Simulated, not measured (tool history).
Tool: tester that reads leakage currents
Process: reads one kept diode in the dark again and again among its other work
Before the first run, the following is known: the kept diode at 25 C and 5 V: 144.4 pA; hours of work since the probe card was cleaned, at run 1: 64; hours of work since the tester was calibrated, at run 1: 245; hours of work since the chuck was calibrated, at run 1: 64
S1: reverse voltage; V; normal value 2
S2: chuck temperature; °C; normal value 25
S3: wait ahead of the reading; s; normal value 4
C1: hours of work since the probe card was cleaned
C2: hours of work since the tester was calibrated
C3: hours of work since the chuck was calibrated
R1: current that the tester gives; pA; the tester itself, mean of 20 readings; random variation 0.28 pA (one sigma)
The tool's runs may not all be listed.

run 1 hour=0 | S1=2 S2=25 S3=4 | C1=64 C2=245 C3=64 | R1=90.51
run 2 hour=124.5 | S1=2 S2=25 S3=4 | C1=116 C2=297 C3=116 | R1=90.25
run 3 hour=291 | S1=2 S2=25 S3=4 | C1=185 C2=366 C3=185 | R1=90.58
run 4 hour=486.2 | S1=2 S2=25 S3=4 | C1=267 C2=448 C3=267 | R1=89.99
run 5 hour=647 | S1=2 S2=25 S3=4 | C1=334 C2=515 C3=334 | R1=90.37
run 6 hour=773.9 | S1=2 S2=25 S3=4 | C1=387 C2=568 C3=387 | R1=90.29
run 7 hour=873.2 | S1=2 S2=39 S3=4 | C1=428 C2=609 C3=428 | R1=283.4
run 8 hour=1026.7 | S1=2 S2=25 S3=1.73 | C1=492 C2=673 C3=492 | R1=90.59
run 9 hour=1223.4 | S1=2 S2=25 S3=1.73 | C1=574 C2=756 C3=574 | R1=90.41
run 10 hour=1340.6 | S1=2 S2=43 S3=4 | C1=623 C2=804 C3=623 | R1=387.81
run 11 hour=1456.8 | S1=2 S2=43 S3=4 | C1=672 C2=853 C3=672 | R1=388.06
run 12 hour=1548.9 | S1=2 S2=43 S3=4 | C1=710 C2=891 C3=710 | R1=386.75
run 13 hour=1639.6 | S1=2 S2=43 S3=4 | C1=748 C2=929 C3=748 | R1=384.79
run 14 hour=1740.6 | S1=2 S2=35 S3=4 | C1=790 C2=971 C3=790 | R1=206.05
run 15 hour=1842.9 | S1=2 S2=21 S3=4 | C1=833 C2=1014 C3=833 | R1=64.03
run 16 hour=1975.1 | S1=2 S2=21 S3=4 | C1=888 C2=1069 C3=888 | R1=63.81
run 17 hour=2153.9 | S1=2 S2=21 S3=4 | C1=962 C2=1144 C3=962 | R1=63.73
run 18 hour=2298.5 | S1=2 S2=21 S3=4 | C1=1023 C2=1204 C3=1023 | R1=63.83
-- hour=2453.8 probe card cleaned and baked
run 19 hour=2460.3 | S1=2 S2=21 S3=4 | C1=3 C2=1270 C3=1089 | R1=63.76
run 20 hour=2656.1 | S1=2 S2=21 S3=4 | C1=84 C2=1352 C3=1171 | R1=63.8
run 21 hour=2774 | S1=5.63 S2=21 S3=0.34 | C1=134 C2=1401 C3=1220 | R1=111.27
run 22 hour=2865 | S1=5.63 S2=21 S3=0.34 | C1=172 C2=1439 C3=1258 | R1=110.62
run 23 hour=2968.9 | S1=2 S2=29 S3=4 | C1=215 C2=1483 C3=1301 | R1=126.59
run 24 hour=3174.5 | S1=2 S2=29 S3=4 | C1=301 C2=1569 C3=1387 | R1=126.58
run 25 hour=3331.7 | S1=8.13 S2=29 S3=4 | C1=366 C2=1634 C3=1453 | R1=260.24
run 26 hour=3540.3 | S1=8.13 S2=29 S3=4 | C1=453 C2=1721 C3=1540 | R1=258.76
run 27 hour=3742 | S1=2.71 S2=54 S3=3.42 | C1=538 C2=1805 C3=1624 | R1=1017.81
run 28 hour=3939.8 | S1=2.71 S2=54 S3=3.42 | C1=620 C2=1888 C3=1706 | R1=1016.91
-- hour=3955.1 chuck's temperature calibrated
run 29 hour=4079 | S1=2.71 S2=54 S3=3.42 | C1=677 C2=1945 C3=52 | R1=1015.56
run 30 hour=4250.8 | S1=2.71 S2=54 S3=3.42 | C1=749 C2=2017 C3=123 | R1=1011.9
run 31 hour=4436.8 | S1=1.31 S2=25 S3=0.36 | C1=827 C2=2094 C3=201 | R1=72.75
run 32 hour=4618.7 | S1=3.58 S2=30 S3=0.56 | C1=903 C2=2170 C3=277 | R1=185.13
run 33 hour=4826.1 | S1=11.67 S2=52 S3=2.93 | C1=989 C2=2257 C3=363 | R1=1857.62
run 34 hour=4990.3 | S1=11.67 S2=52 S3=2.93 | C1=1058 C2=2325 C3=432 | R1=1860.99
-- hour=5074.4 probe card cleaned and baked
run 35 hour=5078.6 | S1=11.67 S2=52 S3=2.93 | C1=2 C2=2361 C3=468 | R1=1861.33
run 36 hour=5184.2 | S1=11.67 S2=39 S3=2.54 | C1=46 C2=2405 C3=512 | R1=703.46
run 37 hour=5342.5 | S1=11.67 S2=39 S3=2.54 | C1=112 C2=2471 C3=578 | R1=705.15
run 38 hour=5504.1 | S1=1.23 S2=39 S3=3.61 | C1=179 C2=2539 C3=645 | R1=221
run 39 hour=5626.6 | S1=1.23 S2=39 S3=3.61 | C1=230 C2=2590 C3=696 | R1=220.88

Each row is a separate what-if for the run after 39, all from the same tool condition, not one after another. Results?
run A hour=5797.2 | S1=1.23 S2=55 S3=4.4 | C1=302 C2=2661 C3=767 | R1=?
run B hour=5797.2 | S1=1.23 S2=39 S3=7.29 | C1=302 C2=2661 C3=767 | R1=?
run C hour=5797.2 | S1=3.06 S2=39 S3=3.69 | C1=302 C2=2661 C3=767 | R1=?

run=A R1=727.72
run=B R1=220.81
run=C R1=354.14
Stripped of hidden state, with their random variation kept, the same runs would have yielded:
run=A R1=727.58
run=B R1=220.76
run=C R1=354.06

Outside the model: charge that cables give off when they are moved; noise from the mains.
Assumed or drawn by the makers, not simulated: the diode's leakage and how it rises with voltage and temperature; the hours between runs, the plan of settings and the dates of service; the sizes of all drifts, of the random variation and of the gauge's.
